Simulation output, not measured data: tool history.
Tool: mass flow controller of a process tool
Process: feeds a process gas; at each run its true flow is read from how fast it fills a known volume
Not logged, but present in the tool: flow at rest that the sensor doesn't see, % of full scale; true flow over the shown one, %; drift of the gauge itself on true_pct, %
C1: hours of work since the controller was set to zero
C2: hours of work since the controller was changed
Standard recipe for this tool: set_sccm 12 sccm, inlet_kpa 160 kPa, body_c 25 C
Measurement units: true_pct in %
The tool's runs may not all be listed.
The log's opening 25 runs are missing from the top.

At hour 1438.8: controller's zero set anew, once more.
Run 26, hour 1464.3: usual settings but body_c 36 C; C1 9; C2 821. Result: true_pct 99.72 %.
Run 27, hour 1548.4: usual settings but set_sccm 3 sccm; C1 41; C2 852. Result: true_pct 99.37 %.
Run 28, hour 1583.0: usual settings but set_sccm 3 sccm; C1 54; C2 865. Result: true_pct 99.44 %.
Run 29, hour 1643.4: usual settings but set_sccm 2 sccm, inlet_kpa 171 kPa, body_c 32 C; C1 76; C2 888. Result: true_pct 99.27 %.
Run 30, hour 1707.8: usual settings but set_sccm 2 sccm, inlet_kpa 171 kPa, body_c 32 C; C1 100; C2 912. Result: true_pct 99.27 %.
Run 31, hour 1756.3: usual settings but set_sccm 13 sccm, inlet_kpa 231 kPa, body_c 26 C; C1 118; C2 930. Result: true_pct 99.51 %.
Run 32, hour 1831.5: usual settings but inlet_kpa 235 kPa, body_c 33 C; C1 146; C2 958. Result: true_pct 99.36 %.
Run 33, hour 1896.5: usual settings but inlet_kpa 235 kPa, body_c 22 C; C1 170; C2 982. Result: true_pct 99.48 %.

Consider 4 possible next runs. They are alternatives, not a sequence: every one starts from the tool as it was left by run 33. What does each give?
Run A, hour 1943.4: usual settings but set_sccm 3 sccm, inlet_kpa 174 kPa, body_c 28 C; C1 188; C2 999. Result: true_pct ?.
Run B, hour 1943.4: usual settings but set_sccm 4 sccm, inlet_kpa 209 kPa, body_c 30 C; C1 188; C2 999. Result: true_pct ?.
Run C, hour 1943.4: usual settings but set_sccm 11 sccm, inlet_kpa 175 kPa, body_c 22 C; C1 188; C2 999. Result: true_pct ?.
Run D, hour 1943.4: usual settings but set_sccm 6 sccm, inlet_kpa 235 kPa, body_c 22 C; C1 188; C2 999. Result: true_pct ?.

run  true_pct
  A     99.40
  B     99.04
  C     99.83
  D     99.04
Without the tool's unlogged condition, the same runs would have read:
run  true_pct
  A     98.68
  B     98.42
  C     99.43
  D     98.53
